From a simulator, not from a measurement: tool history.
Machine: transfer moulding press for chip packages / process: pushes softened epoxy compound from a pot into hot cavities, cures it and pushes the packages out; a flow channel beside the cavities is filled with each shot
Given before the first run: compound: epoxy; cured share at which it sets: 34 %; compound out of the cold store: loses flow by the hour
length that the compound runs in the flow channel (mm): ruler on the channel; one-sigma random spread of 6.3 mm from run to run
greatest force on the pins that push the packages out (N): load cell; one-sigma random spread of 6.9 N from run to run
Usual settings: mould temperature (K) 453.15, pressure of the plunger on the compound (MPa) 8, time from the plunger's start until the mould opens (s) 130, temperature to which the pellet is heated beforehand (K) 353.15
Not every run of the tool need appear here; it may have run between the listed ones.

| run | hour | mould temperature (K) | pressure of the plunger on the compound (MPa) | time from the plunger's start until the mould opens (s) | temperature to which the pellet is heated beforehand (K) | incoming compound's hours out of the cold store | length that the compound runs in the flow channel (mm) | greatest force on the pins that push the packages out (N) |
|---|---|---|---|---|---|---|---|---|
| 1 | 0 | 453.15 | 8 | 130 | 353.15 | 14.6 | 758 | 304 |
| 2 | 44.7 | 453.15 | 8 | 130 | 353.15 | 35.5 | 696 | 425 |
| 3 | 92.8 | 453.15 | 8 | 130 | 353.15 | 15.1 | 754 | 502 |
| 4 | 117.7 | 453.15 | 8 | 130 | 353.15 | 34.4 | 691 | 514 |
|  | 123.9 | cavities cleaned with cleaning compound and waxed |
| 5 | 145.1 | 453.15 | 8 | 130 | 353.15 | 46.8 | 660 | 576 |
| 6 | 191.4 | 453.15 | 8 | 130 | 353.15 | 31.7 | 697 | 568 |
| 7 | 232.4 | 453.15 | 8 | 121 | 353.15 | 36.4 | 666 | 633 |
|  | 245.7 | cavities cleaned with cleaning compound and waxed |
| 8 | 275.9 | 453.15 | 8 | 121 | 353.15 | 14.5 | 741 | 451 |
|  | 291.5 | cavities cleaned with cleaning compound and waxed, once more |
| 9 | 323.2 | 453.15 | 8 | 121 | 353.15 | 41.1 | 647 | 422 |
|  | 360.1 | mould's thermocouples calibrated |
| 10 | 378.3 | 453.15 | 8 | 130 | 353.15 | 13.6 | 735 | 487 |
| 11 | 405.3 | 453.15 | 8 | 130 | 353.15 | 15.2 | 729 | 551 |
|  | 411.8 | plunger's sealing rings changed |
|  | 419.7 | cavities cleaned with cleaning compound and waxed |
| 12 | 461.2 | 453.15 | 8 | 130 | 353.15 | 19.3 | 750 | 446 |
| 13 | 510 | 453.15 | 8 | 130 | 353.15 | 27.3 | 724 | 495 |
|  | 542.9 | cavities cleaned with cleaning compound and waxed |
| 14 | 565.6 | 453.15 | 8 | 130 | 353.15 | 41.9 | 686 | 383 |
| 15 | 587.7 | 453.15 | 8 | 130 | 353.15 | 15 | 761 | 443 |
| 16 | 626.8 | 453.15 | 7.59 | 130 | 352.15 | 38.8 | 663 | 482 |
|  | 663.1 | cavities cleaned with cleaning compound and waxed |
| 17 | 668.6 | 460.15 | 7.25 | 130 | 344.15 | 10.4 | 704 | 284 |
| 18 | 694.8 | 457.15 | 9.77 | 143 | 360.15 | 40.1 | 727 | 373 |
| 19 | 732.9 | 458.15 | 8 | 117 | 349.15 | 25.1 | 696 | 439 |
| 20 | 774.8 | 453.15 | 8 | 130 | 351.15 | 19.4 | 727 | 524 |
|  | 783.8 | cavities cleaned with cleaning compound and waxed |
| 21 | 814.8 | 452.15 | 7.33 | 168 | 351.15 | 9 | 733 | 364 |
| 22 | 852.8 | 452.15 | 7.33 | 168 | 351.15 | 21.3 | 702 | 447 |
| 23 | 889.1 | 452.15 | 7.33 | 168 | 351.15 | 10.1 | 723 | 489 |
|  | 908.5 | cavities cleaned with cleaning compound and waxed |
| 24 | 941.2 | 451.15 | 8.07 | 149 | 353.15 | 43.2 | 652 | 394 |
| 25 | 965.7 | 451.15 | 8.07 | 149 | 353.15 | 40 | 664 | 429 |
| 26 | 1006.5 | 451.15 | 8.07 | 149 | 353.15 | 33.7 | 679 | 476 |
|  | 1031.9 | cavities cleaned with cleaning compound and waxed |
| 27 | 1039 | 451.15 | 8.07 | 149 | 353.15 | 14.8 | 729 | 327 |
|  | 1062 | plunger's sealing rings changed |
| 28 | 1065.3 | 453.15 | 8 | 118 | 359.15 | 20.8 | 747 | 462 |

4 ways to go on from here, each from the tool as it stands after run 28. What would each give?
| A | 1117.4 | 460.15 | 8 | 118 | 354.15 | 33.4 | ? | ? |
| B | 1117.4 | 453.15 | 8 | 152 | 359.15 | 44.1 | ? | ? |
| C | 1117.4 | 458.15 | 8 | 120 | 359.15 | 14 | ? | ? |
| D | 1117.4 | 453.15 | 7.6 | 130 | 357.15 | 41.2 | ? | ? |

| run | length that the compound runs in the flow channel (mm) | greatest force on the pins that push the packages out (N) |
|---|---|---|
| A | 687 | 463 |
| B | 682 | 469 |
| C | 756 | 472 |
| D | 669 | 496 |
With the hidden condition removed and each run's random variation left untouched, the same runs would have given:
| run | length that the compound runs in the flow channel (mm) | greatest force on the pins that push the packages out (N) |
|---|---|---|
| A | 690 | 264 |
| B | 685 | 266 |
| C | 760 | 268 |
| D | 672 | 278 |

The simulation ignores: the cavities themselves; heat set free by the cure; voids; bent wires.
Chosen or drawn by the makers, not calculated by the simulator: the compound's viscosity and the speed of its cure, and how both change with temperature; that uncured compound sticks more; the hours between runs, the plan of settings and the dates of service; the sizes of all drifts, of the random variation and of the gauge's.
